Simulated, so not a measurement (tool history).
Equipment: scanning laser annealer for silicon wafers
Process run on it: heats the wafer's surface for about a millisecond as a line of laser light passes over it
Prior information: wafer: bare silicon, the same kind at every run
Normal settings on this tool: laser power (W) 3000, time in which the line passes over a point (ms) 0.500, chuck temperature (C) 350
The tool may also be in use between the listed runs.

run,hour,laser power (W),time in which the line passes over a point (ms),chuck temperature (C),highest temperature of the surface (C)
1,0.0,3000,0.500,350,1145
2,6.6,3045,0.500,350,1159
3,16.4,3045,0.500,350,1159
4,26.6,3045,0.500,350,1159
5,35.9,3000,0.500,350,1144
6,42.8,3000,0.500,350,1143
7,52.8,3000,0.500,350,1145
8,62.2,3000,0.500,350,1142
9,73.8,3000,0.500,350,1141
10,79.8,3000,0.500,350,1141
11,90.4,3000,0.500,350,1136
12,98.9,2887,0.500,350,1105
13,109.4,2887,0.500,350,1103
14,116.6,2620,0.500,350,1025
15,122.4,2620,0.500,350,1023
16,129.6,2695,0.444,350,1005
17,138.9,3032,0.458,371,1127
18,145.0,3032,0.458,371,1129
# hour 152.3: window over the wafer cleaned
19,156.6,3071,0.367,346,1076
20,168.1,3071,0.367,346,1075
21,178.4,3071,0.367,346,1075
22,184.8,3010,0.367,346,1059
23,191.0,2869,0.369,346,1021
24,199.2,3000,0.461,350,1144
25,207.3,3000,0.461,350,1142
26,218.5,2580,0.440,371,1023
27,224.5,2571,0.411,379,1008
28,237.0,2571,0.542,379,1101
29,243.2,2571,0.520,355,1059

Table of differences, measured result less the result of that run with no hidden state. Run-to-run variation is the same in both. Gauge scatter possibly is not:
What the log doesn't record here: light that passes the window, % of a clean one's; laser's true power over the reading, %; width of the line over the set one, %; drift of the gauge itself on peak_c, C.
run,highest temperature of the surface (C)
1,-41
2,-43
3,-44
4,-44
5,-45
6,-45
7,-46
8,-47
9,-48
10,-48
11,-50
12,-48
13,-49
14,-44
15,-45
16,-44
17,-52
18,-52
19,-7
20,-7
21,-9
22,-9
23,-9
24,-11
25,-11
26,-10
27,-10
28,-13
29,-13

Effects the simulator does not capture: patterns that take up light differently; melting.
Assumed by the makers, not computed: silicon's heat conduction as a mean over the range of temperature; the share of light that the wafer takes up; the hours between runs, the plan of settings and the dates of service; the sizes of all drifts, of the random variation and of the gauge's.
